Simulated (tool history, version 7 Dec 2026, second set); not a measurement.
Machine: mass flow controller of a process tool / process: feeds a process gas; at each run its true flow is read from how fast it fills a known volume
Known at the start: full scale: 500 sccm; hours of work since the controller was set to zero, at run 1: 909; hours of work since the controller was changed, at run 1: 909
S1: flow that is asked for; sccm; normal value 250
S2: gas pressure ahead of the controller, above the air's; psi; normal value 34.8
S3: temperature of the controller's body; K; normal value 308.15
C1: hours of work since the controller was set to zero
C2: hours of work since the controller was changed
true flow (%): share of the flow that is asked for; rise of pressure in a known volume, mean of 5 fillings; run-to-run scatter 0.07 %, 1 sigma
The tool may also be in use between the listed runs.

Run 1, hour 0.0: usual settings; C1 909; C2 909. Result: true flow (%) 98.95.
Run 2, hour 107.1: usual settings; C1 952; C2 952. Result: true flow (%) 99.17.
Run 3, hour 174.6: usual settings; C1 979; C2 979. Result: true flow (%) 99.07.
Run 4, hour 240.0: usual settings; C1 1006; C2 1006. Result: true flow (%) 99.16.
Run 5, hour 349.4: usual settings; C1 1050; C2 1050. Result: true flow (%) 99.21.
Run 6, hour 433.8: usual settings but S3 313.15 K; C1 1084; C2 1084. Result: true flow (%) 99.58.
Run 7, hour 519.5: usual settings but S3 300.15 K; C1 1119; C2 1119. Result: true flow (%) 98.68.
Run 8, hour 640.7: usual settings but S3 300.15 K; C1 1168; C2 1168. Result: true flow (%) 98.70.
Run 9, hour 709.7: usual settings; C1 1196; C2 1196. Result: true flow (%) 99.62.
Run 10, hour 825.5: usual settings; C1 1242; C2 1242. Result: true flow (%) 99.53.
Run 11, hour 934.4: usual settings; C1 1286; C2 1286. Result: true flow (%) 99.59.
Run 12, hour 1036.9: usual settings; C1 1328; C2 1328. Result: true flow (%) 99.71.
Run 13, hour 1137.6: usual settings; C1 1368; C2 1368. Result: true flow (%) 99.80.
Run 14, hour 1217.5: usual settings; C1 1401; C2 1401. Result: true flow (%) 99.84.
Run 15, hour 1291.5: usual settings; C1 1431; C2 1431. Result: true flow (%) 99.86.
Run 16, hour 1412.8: usual settings but S1 270 sccm, S2 35.4 psi; C1 1480; C2 1480. Result: true flow (%) 100.13.
Run 17, hour 1469.1: usual settings but S1 343 sccm, S2 35.4 psi; C1 1502; C2 1502. Result: true flow (%) 100.57.
Run 18, hour 1542.9: usual settings but S1 204 sccm, S2 26.1 psi; C1 1532; C2 1532. Result: true flow (%) 100.09.

For run 19, what comes out?
Run 19, hour 1656.2: usual settings but S1 98 sccm, S2 26.1 psi, S3 302.15 K; C1 1578; C2 1578. Result: true flow (%) ?.

{"run 19": {"true flow (%)": 98.94}}
Were there no unlogged condition in the tool, this run, its random variation unchanged, would have produced true flow (%) 97.86.
